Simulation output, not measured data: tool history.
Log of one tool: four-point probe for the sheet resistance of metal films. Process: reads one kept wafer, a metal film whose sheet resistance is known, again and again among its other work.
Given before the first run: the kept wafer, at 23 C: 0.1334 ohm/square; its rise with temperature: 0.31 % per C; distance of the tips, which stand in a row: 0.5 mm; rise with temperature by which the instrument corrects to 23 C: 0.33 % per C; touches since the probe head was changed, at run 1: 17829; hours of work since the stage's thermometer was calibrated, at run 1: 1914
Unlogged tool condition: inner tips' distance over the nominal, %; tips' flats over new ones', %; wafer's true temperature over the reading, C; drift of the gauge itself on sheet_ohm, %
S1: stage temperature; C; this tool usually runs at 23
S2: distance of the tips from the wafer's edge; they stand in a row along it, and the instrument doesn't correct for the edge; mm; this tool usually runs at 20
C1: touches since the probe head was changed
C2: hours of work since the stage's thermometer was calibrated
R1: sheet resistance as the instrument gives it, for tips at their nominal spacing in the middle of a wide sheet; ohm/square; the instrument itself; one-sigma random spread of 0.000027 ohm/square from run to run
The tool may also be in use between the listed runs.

run	day	S1	S2	C1	C2	R1
1	0.000	23	20	17829	1914	0.132809
2	1.900	23	20	18554	1940	0.132707
3	2.892	23	20	18932	1953	0.132717
4	3.917	23	20	19325	1967	0.132684
5	4.988	23	20	19734	1982	0.132661
6	6.929	27	20	20476	2009	0.132654
7	8.392	27	20	21033	2028	0.132661
8	10.158	34	20	21710	2053	0.132557
9	11.592	34	20	22257	2072	0.132562
10	12.404	23	20	22567	2083	0.132752
11	13.329	23	20	22921	2096	0.132759
12	14.396	23	20	23328	2110	0.132717
13	15.696	23	20	23825	2128	0.132719
14	16.842	23	20	24262	2144	0.132738
15	17.796	23	20	24627	2157	0.132766
16	19.446	23	20	25257	2179	0.132782
# day 19.858: stage's thermometer calibrated
17	20.400	23	20	25613	7	0.132667
18	22.154	23	20	26282	31	0.132674
# day 22.988: stage's thermometer calibrated, once more
19	23.733	19	23	26878	10	0.132889
20	25.483	19	23	27547	34	0.132916
21	27.125	19	23	28174	56	0.132973
22	28.554	33	3	28720	76	0.134579
23	29.450	20	16	29062	88	0.132975
24	30.696	29	26	29538	105	0.132750
25	32.292	32	20	30148	127	0.132743
26	33.542	33	3	30624	144	0.134609
27	35.046	19	20	31199	164	0.132934
28	36.792	24	20	31866	188	0.132808

Forecast run 29:
29	38.525	32	32	32529	212	?

R1: 0.132712 ohm/square
With the hidden condition absent and the run-to-run variation left alone, this run would have shown R1 0.133275 ohm/square.
